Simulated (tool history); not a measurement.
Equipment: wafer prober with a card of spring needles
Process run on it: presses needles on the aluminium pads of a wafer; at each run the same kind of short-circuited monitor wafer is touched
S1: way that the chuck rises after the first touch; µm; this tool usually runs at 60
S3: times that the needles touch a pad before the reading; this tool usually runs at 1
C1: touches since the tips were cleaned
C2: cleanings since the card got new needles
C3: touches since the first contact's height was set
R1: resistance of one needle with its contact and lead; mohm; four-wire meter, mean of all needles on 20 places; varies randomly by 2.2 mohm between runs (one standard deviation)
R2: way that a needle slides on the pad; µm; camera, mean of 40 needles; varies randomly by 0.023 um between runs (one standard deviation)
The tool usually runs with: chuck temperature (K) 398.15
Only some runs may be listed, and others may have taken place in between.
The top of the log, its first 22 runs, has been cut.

{"hour": 1006.0, "done": "tips cleaned on abrasive film"}
{"run": 23, "hour": 1007.5, "S1": 51, "chuck temperature (K)": 319.15, "S3": 3, "C1": 201, "C2": 51, "C3": 76763, "R1": 224, "R2": 9.05}
{"hour": 1046.5, "done": "tips cleaned on abrasive film"}
{"run": 24, "hour": 1046.8, "S1": 51, "chuck temperature (K)": 319.15, "S3": 3, "C1": 25, "C2": 52, "C3": 81745, "R1": 226, "R2": 9.05}
{"hour": 1088.7, "done": "tips cleaned on abrasive film"}
{"run": 25, "hour": 1099.6, "S1": 51, "chuck temperature (K)": 319.15, "S3": 3, "C1": 1377, "C2": 53, "C3": 88459, "R1": 230, "R2": 9.02}
{"hour": 1134.2, "done": "tips cleaned on abrasive film"}
{"run": 26, "hour": 1150.3, "S1": 47, "chuck temperature (K)": 299.15, "S3": 2, "C1": 2055, "C2": 54, "C3": 94911, "R1": 237, "R2": 8.31}
{"hour": 1177.8, "done": "tips cleaned on abrasive film"}
{"run": 27, "hour": 1188.7, "S1": 47, "chuck temperature (K)": 300.15, "S3": 1, "C1": 1386, "C2": 55, "C3": 99790, "R1": 241, "R2": 8.28}
{"hour": 1220.6, "done": "tips cleaned on abrasive film"}
{"run": 28, "hour": 1235.5, "S1": 50, "chuck temperature (K)": 398.15, "S3": 2, "C1": 1893, "C2": 56, "C3": 105736, "R1": 253, "R2": 8.83}
{"hour": 1263.4, "done": "tips cleaned on abrasive film"}
{"run": 29, "hour": 1278.2, "S1": 50, "chuck temperature (K)": 398.15, "S3": 2, "C1": 1886, "C2": 57, "C3": 111163, "R1": 256, "R2": 8.78}
{"hour": 1305.3, "done": "tips cleaned on abrasive film"}
{"run": 30, "hour": 1305.3, "S1": 60, "chuck temperature (K)": 360.15, "S3": 1, "C1": 0, "C2": 58, "C3": 114600, "R1": 231, "R2": 10.58}
{"run": 31, "hour": 1343.9, "S1": 56, "chuck temperature (K)": 300.15, "S3": 2, "C1": 4919, "C2": 58, "C3": 119519, "R1": 232, "R2": 9.87}
{"hour": 1348.6, "done": "tips cleaned on abrasive film"}
{"run": 32, "hour": 1388.9, "S1": 60, "chuck temperature (K)": 329.15, "S3": 1, "C1": 5133, "C2": 59, "C3": 125236, "R1": 247, "R2": 10.61}

Here are 3 independent what-if runs from the current tool condition. What would each one return?
{"hour": 1393.5, "done": "tips cleaned on abrasive film"}
{"hour": 1439.3, "done": "tips cleaned on abrasive film"}
{"run": "A", "hour": 1439.7, "S1": 60, "chuck temperature (K)": 381.15, "S3": 1, "C1": 41, "C2": 61, "C3": 131683, "R1": "?", "R2": "?"}
{"hour": 1393.5, "done": "tips cleaned on abrasive film"}
{"hour": 1439.3, "done": "tips cleaned on abrasive film"}
{"run": "B", "hour": 1439.7, "S1": 50, "chuck temperature (K)": 325.15, "S3": 1, "C1": 41, "C2": 61, "C3": 131683, "R1": "?", "R2": "?"}
{"hour": 1393.5, "done": "tips cleaned on abrasive film"}
{"hour": 1439.3, "done": "tips cleaned on abrasive film"}
{"run": "C", "hour": 1439.7, "S1": 41, "chuck temperature (K)": 367.15, "S3": 1, "C1": 41, "C2": 61, "C3": 131683, "R1": "?", "R2": "?"}

run=A R1=238 R2=10.60
run=B R1=229 R2=8.81
run=C R1=244 R2=7.19
The same runs, with their run-to-run variation unchanged, on a tool lacking any hidden condition would have given:
run=A R1=235 R2=10.76
run=B R1=223 R2=8.98
run=C R1=236 R2=7.36
